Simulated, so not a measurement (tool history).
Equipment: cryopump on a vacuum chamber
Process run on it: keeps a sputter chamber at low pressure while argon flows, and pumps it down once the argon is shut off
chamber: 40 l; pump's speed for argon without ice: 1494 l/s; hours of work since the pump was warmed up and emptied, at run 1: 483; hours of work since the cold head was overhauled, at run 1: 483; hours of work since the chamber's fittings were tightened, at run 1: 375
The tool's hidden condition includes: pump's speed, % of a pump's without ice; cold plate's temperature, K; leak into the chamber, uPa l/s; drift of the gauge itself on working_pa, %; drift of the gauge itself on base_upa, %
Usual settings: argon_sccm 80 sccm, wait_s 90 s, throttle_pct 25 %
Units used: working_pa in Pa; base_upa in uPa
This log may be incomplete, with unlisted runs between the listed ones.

| run | hour | argon_sccm | wait_s | throttle_pct | hours of work since the pump was warmed up and emptied | hours of work since the cold head was overhauled | hours of work since the chamber's fittings were tightened | working_pa | base_upa |
|---|---|---|---|---|---|---|---|---|---|
| 1 | 0 | 80 | 90 | 25 | 483 | 483 | 375 | 0.38 | 1.51 |
| 2 | 64.6 | 80 | 90 | 25 | 539 | 539 | 430 | 0.3833 | 1.59 |
| 3 | 138.2 | 80 | 90 | 25 | 602 | 602 | 494 | 0.3812 | 1.66 |
| 4 | 181.8 | 80 | 90 | 25 | 640 | 640 | 531 | 0.3844 | 1.74 |
| 5 | 245.2 | 80 | 90 | 25 | 694 | 694 | 586 | 0.3888 | 1.8 |
| 6 | 283.2 | 80 | 90 | 25 | 727 | 727 | 618 | 0.3897 | 1.9 |
| 7 | 357.1 | 80 | 90 | 25 | 790 | 790 | 682 | 0.3943 | 1.95 |
| 8 | 390.6 | 37 | 90 | 25 | 819 | 819 | 711 | 0.183 | 2.03 |
| 9 | 448.3 | 37 | 90 | 25 | 869 | 869 | 760 | 0.1848 | 2.16 |
| 10 | 493.6 | 37 | 90 | 25 | 908 | 908 | 799 | 0.1859 | 2.16 |
|  | 510.4 | pump warmed up, emptied and cooled again |
| 11 | 543.9 | 37 | 90 | 25 | 29 | 947 | 838 | 0.1678 | 1.82 |
| 12 | 596.1 | 36 | 90 | 25 | 74 | 992 | 883 | 0.1646 | 1.9 |
| 13 | 652.9 | 36 | 90 | 25 | 123 | 1040 | 932 | 0.1663 | 1.98 |
| 14 | 713 | 80 | 20 | 25 | 174 | 1092 | 983 | 0.37 | 4.95 |
| 15 | 755.5 | 33 | 90 | 25 | 211 | 1129 | 1020 | 0.1519 | 2.07 |
|  | 804.6 | leaking fittings of the chamber tightened, without venting |
| 16 | 815.8 | 33 | 90 | 25 | 261 | 1179 | 10 | 0.1532 | 1.15 |
| 17 | 858.2 | 80 | 90 | 25 | 297 | 1215 | 46 | 0.372 | 1.16 |
| 18 | 915.1 | 80 | 90 | 25 | 346 | 1264 | 95 | 0.3747 | 1.22 |
| 19 | 983 | 80 | 90 | 25 | 405 | 1322 | 153 | 0.3767 | 1.26 |
| 20 | 1014.1 | 124 | 31 | 25 | 431 | 1349 | 180 | 0.5896 | 2.93 |
| 21 | 1071.2 | 65 | 90 | 24 | 480 | 1398 | 229 | 0.3215 | 1.37 |
| 22 | 1105.9 | 94 | 34 | 20 | 510 | 1428 | 259 | 0.5545 | 2.8 |
| 23 | 1137.8 | 33 | 90 | 38 | 538 | 1455 | 286 | 0.1068 | 1.44 |
| 24 | 1206.1 | 55 | 83 | 47 | 596 | 1514 | 345 | 0.1474 | 1.57 |
| 25 | 1265.3 | 55 | 83 | 47 | 647 | 1565 | 396 | 0.1493 | 1.65 |
| 26 | 1331.8 | 53 | 33 | 47 | 705 | 1622 | 453 | 0.1456 | 3.17 |
| 27 | 1372.8 | 53 | 43 | 17 | 740 | 1658 | 489 | 0.3729 | 2.67 |
| 28 | 1407.2 | 47 | 90 | 25 | 769 | 1687 | 518 | 0.2298 | 1.81 |
| 29 | 1445.5 | 81 | 147 | 30 | 802 | 1720 | 551 | 0.3367 | 1.53 |
| 30 | 1508.1 | 80 | 30 | 22 | 856 | 1774 | 605 | 0.4452 | 3.65 |
| 31 | 1550.7 | 129 | 139 | 22 | 893 | 1810 | 641 | 0.7229 | 1.7 |
|  | 1587.5 | pump warmed up, emptied and cooled again |
| 32 | 1594.2 | 64 | 158 | 39 | 6 | 1844 | 675 | 0.1877 | 1.35 |
| 33 | 1635.3 | 140 | 115 | 26 | 41 | 1879 | 710 | 0.6156 | 1.55 |

Hidden state at the last listed run before each entry between runs and at the first one after, where it differs:
In the gap between runs 10 and 11: pump warmed up, emptied and cooled again (hour 510.4)
  pump's speed, % of a pump's without ice: 71.1 -> 98.1; cold plate's temperature, K: 12.56 -> 12.57; leak into the chamber, uPa l/s: 1398 -> 1447
  the result without the hidden state subtracted from the measured one, working_pa: +0.0177 -> +0.0013 Pa; base_upa: +1.13 -> +0.78 uPa
In the gap between runs 15 and 16: leaking fittings of the chamber tightened, without venting (hour 804.6)
  pump's speed, % of a pump's without ice: 92.8 -> 91.4; cold plate's temperature, K: 12.65 -> 12.68; leak into the chamber, uPa l/s: 1698 -> 354
  the result without the hidden state subtracted from the measured one, working_pa: +0.0034 -> +0.0041 Pa; base_upa: +1.04 -> +0.06 uPa
In the gap between runs 31 and 32: pump warmed up, emptied and cooled again (hour 1587.5)
  pump's speed, % of a pump's without ice: 72.7 -> 99.8; cold plate's temperature, K: 12.96 -> 12.97; leak into the chamber, uPa l/s: 1239 -> 1282
  the result without the hidden state subtracted from the measured one, working_pa: +0.0588 -> +0.0016 Pa; base_upa: +0.97 -> +0.67 uPa
